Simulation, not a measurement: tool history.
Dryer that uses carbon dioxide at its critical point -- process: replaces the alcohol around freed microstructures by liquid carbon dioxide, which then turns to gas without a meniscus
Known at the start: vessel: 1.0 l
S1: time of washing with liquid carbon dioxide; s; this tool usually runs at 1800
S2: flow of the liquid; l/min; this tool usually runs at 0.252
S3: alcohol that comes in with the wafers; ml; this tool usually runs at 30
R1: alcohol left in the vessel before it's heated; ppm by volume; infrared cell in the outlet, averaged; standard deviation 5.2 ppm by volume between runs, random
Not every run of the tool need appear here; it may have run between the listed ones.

run   hour    S1     S2   S3    R1
  1      0  1800  0.252   30   213
  2   17.1  1800  0.252   30   213
  3   30.8  1800  0.252   30   230
  4   39.3  1800  0.252   30   233
  5   49.4  1800  0.252   30   211
  6   62.5  1800  0.252   30   235
  7   76.4  1800  0.252   30   248
  8   91.3  1800  0.252   30   254
  9  101.8  1800  0.252   30   259
 10  112.6  1800  0.252   30   268
 11  128.6  2640  0.356   94    43
 12  138.7  1260  0.277   28   749
 13  146.9  1680  0.164   33  1755
 14  155.8  1920   0.17   33   547
 15  167.2  2220  0.153   52   686
 16  176.7  1200  0.271   25   449
 17  190.7  1200  0.165   73  5911
 18  199.1  1740  0.175  118  2551
 19  216.4  1740  0.175  118  2625
 20  231.3  1680  0.175  118  3046

Put back what was entered between runs (1 entry, withheld): which listed runs does each sit between, and how does the hidden state differ from the listed run before to the listed run after?
After run 13, before run 14: inlet filter changed (hour 155.4)
  flow that reaches the vessel past the clogged filter, %: 83 -> 99.9; alcohol in the recycled carbon dioxide, ppm: 30.9 -> 31.4
  measured result minus the result with no hidden state, R1: +805 -> +31 ppm by volume
